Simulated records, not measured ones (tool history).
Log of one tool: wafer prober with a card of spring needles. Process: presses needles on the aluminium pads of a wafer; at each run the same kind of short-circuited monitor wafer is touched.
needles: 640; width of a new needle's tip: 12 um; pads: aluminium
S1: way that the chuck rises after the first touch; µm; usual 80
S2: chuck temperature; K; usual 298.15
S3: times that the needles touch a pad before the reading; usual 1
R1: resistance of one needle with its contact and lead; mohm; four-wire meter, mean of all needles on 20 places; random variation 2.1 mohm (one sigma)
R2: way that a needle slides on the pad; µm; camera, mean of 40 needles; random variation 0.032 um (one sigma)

run,hour,S1,S2,S3,R1,R2
1,0.0,80,298.15,1,231,19.49
# hour 3.9: tips cleaned on abrasive film
# hour 19.7: tips cleaned on abrasive film
2,23.5,80,298.15,1,232,19.52
# hour 36.5: tips cleaned on abrasive film
# hour 53.2: tips cleaned on abrasive film
3,53.2,80,298.15,1,230,19.49
# hour 72.4: tips cleaned on abrasive film
# hour 88.3: tips cleaned on abrasive film
4,89.8,80,298.15,1,231,19.52
# hour 105.4: tips cleaned on abrasive film
5,115.6,80,298.15,1,228,19.52
# hour 122.4: tips cleaned on abrasive film
# hour 141.8: tips cleaned on abrasive film
6,147.6,62,298.15,1,234,15.16
# hour 157.6: tips cleaned on abrasive film
# hour 174.1: tips cleaned on abrasive film
7,183.8,75,298.15,1,232,18.39
# hour 191.0: tips cleaned on abrasive film
# hour 206.6: tips cleaned on abrasive film
# hour 225.5: tips cleaned on abrasive film
8,226.1,80,298.15,2,227,19.56
# hour 241.2: tips cleaned on abrasive film
# hour 259.7: tips cleaned on abrasive film
9,266.5,93,356.15,1,244,22.86
# hour 277.8: tips cleaned on abrasive film
# hour 278.1: height of the first contact set anew
# hour 294.1: tips cleaned on abrasive film
10,304.7,93,356.15,1,244,22.86

The next listed run, before its measurement:
# hour 310.7: tips cleaned on abrasive film
# hour 328.1: tips cleaned on abrasive film
# hour 346.3: tips cleaned on abrasive film
11,347.0,97,343.15,2,?,?

{"run 11": {"R1": 240, "R2": 23.82}}
Without the tool's hidden state the same run would have given R1 240 mohm, R2 23.62 µm.
